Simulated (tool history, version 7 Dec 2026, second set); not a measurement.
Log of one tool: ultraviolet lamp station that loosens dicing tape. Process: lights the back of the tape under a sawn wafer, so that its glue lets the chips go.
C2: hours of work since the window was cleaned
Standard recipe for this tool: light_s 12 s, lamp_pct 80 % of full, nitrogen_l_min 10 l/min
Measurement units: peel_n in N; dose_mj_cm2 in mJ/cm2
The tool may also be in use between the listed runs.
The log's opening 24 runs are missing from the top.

Run 25, hour 780.7: usual settings but light_s 22 s, lamp_pct 78 % of full, nitrogen_l_min 9 l/min; hours of work of the lamp 723; C2 325. Result: peel_n 0.161 N, dose_mj_cm2 288 mJ/cm2.
Run 26, hour 824.9: usual settings but light_s 22 s, lamp_pct 78 % of full, nitrogen_l_min 9 l/min; hours of work of the lamp 746; C2 348. Result: peel_n 0.154 N, dose_mj_cm2 282 mJ/cm2.
Run 27, hour 846.8: usual settings but light_s 18 s, lamp_pct 95 % of full; hours of work of the lamp 758; C2 359. Result: peel_n 0.161 N, dose_mj_cm2 277 mJ/cm2.
Run 28, hour 867.6: usual settings but light_s 18 s, lamp_pct 78 % of full; hours of work of the lamp 769; C2 370. Result: peel_n 0.184 N, dose_mj_cm2 229 mJ/cm2.
Run 29, hour 894.9: usual settings but light_s 18 s, lamp_pct 78 % of full; hours of work of the lamp 783; C2 385. Result: peel_n 0.175 N, dose_mj_cm2 228 mJ/cm2.
Run 30, hour 923.1: usual settings but light_s 11 s, lamp_pct 89 % of full, nitrogen_l_min 15 l/min; hours of work of the lamp 798; C2 400. Result: peel_n 0.244 N, dose_mj_cm2 156 mJ/cm2.
Run 31, hour 970.6: usual settings but light_s 11 s, nitrogen_l_min 6 l/min; hours of work of the lamp 823; C2 424. Result: peel_n 0.565 N, dose_mj_cm2 138 mJ/cm2.
Run 32, hour 1017.8: usual settings but light_s 8 s, lamp_pct 100 % of full, nitrogen_l_min 11 l/min; hours of work of the lamp 848; C2 449. Result: peel_n 0.439 N, dose_mj_cm2 119 mJ/cm2.
At hour 1049.4: window cleaned of glue's vapour.
Run 33, hour 1056.4: usual settings but light_s 8 s, lamp_pct 100 % of full, nitrogen_l_min 11 l/min; hours of work of the lamp 868; C2 4. Result: peel_n 0.338 N, dose_mj_cm2 140 mJ/cm2.
Run 34, hour 1094: usual settings but light_s 22 s, lamp_pct 100 % of full, nitrogen_l_min 3 l/min; hours of work of the lamp 887; C2 23. Result: peel_n 0.174 N, dose_mj_cm2 389 mJ/cm2.
Run 35, hour 1132.1: usual settings but light_s 22 s, lamp_pct 100 % of full, nitrogen_l_min 3 l/min; hours of work of the lamp 907; C2 43. Result: peel_n 0.187 N, dose_mj_cm2 379 mJ/cm2.
Run 36, hour 1160.9: usual settings but light_s 15 s, lamp_pct 71 % of full, nitrogen_l_min 6 l/min; hours of work of the lamp 922; C2 58. Result: peel_n 0.362 N, dose_mj_cm2 183 mJ/cm2.
Run 37, hour 1199.9: usual settings but light_s 15 s, lamp_pct 83 % of full, nitrogen_l_min 11 l/min; hours of work of the lamp 943; C2 79. Result: peel_n 0.196 N, dose_mj_cm2 212 mJ/cm2.
Run 38, hour 1220.7: usual settings but light_s 11 s, lamp_pct 64 % of full; hours of work of the lamp 954; C2 90. Result: peel_n 0.491 N, dose_mj_cm2 117 mJ/cm2.
Run 39, hour 1264.7: usual settings but light_s 11 s, lamp_pct 64 % of full; hours of work of the lamp 977; C2 113. Result: peel_n 0.513 N, dose_mj_cm2 115 mJ/cm2.
Run 40, hour 1308.7: usual settings but light_s 10 s, lamp_pct 62 % of full, nitrogen_l_min 8 l/min; hours of work of the lamp 1000; C2 136. Result: peel_n 0.797 N, dose_mj_cm2 102 mJ/cm2.
Run 41, hour 1332: usual settings but light_s 10 s, lamp_pct 62 % of full, nitrogen_l_min 8 l/min; hours of work of the lamp 1012; C2 148. Result: peel_n 0.784 N, dose_mj_cm2 96 mJ/cm2.
Run 42, hour 1379: usual settings but light_s 10 s, lamp_pct 62 % of full, nitrogen_l_min 8 l/min; hours of work of the lamp 1037; C2 173. Result: peel_n 0.799 N, dose_mj_cm2 96 mJ/cm2.

Here are 3 independent what-if runs from the current tool condition. What would each one return?
Run A, hour 1411.8: usual settings but light_s 10 s, lamp_pct 62 % of full, nitrogen_l_min 5 l/min; hours of work of the lamp 1054; C2 190. Result: peel_n ?, dose_mj_cm2 ?.
Run B, hour 1411.8: usual settings but light_s 8 s, lamp_pct 64 % of full; hours of work of the lamp 1054; C2 190. Result: peel_n ?, dose_mj_cm2 ?.
Run C, hour 1411.8: usual settings but light_s 18 s, lamp_pct 69 % of full, nitrogen_l_min 14 l/min; hours of work of the lamp 1054; C2 190. Result: peel_n ?, dose_mj_cm2 ?.

run  peel_n  dose_mj_cm2
  A   1.057           95
  B   0.929           78
  C   0.198          196
With no hidden state in the tool, these same runs would have given:
run  peel_n  dose_mj_cm2
  A   0.543          148
  B   0.458          122
  C   0.157          302
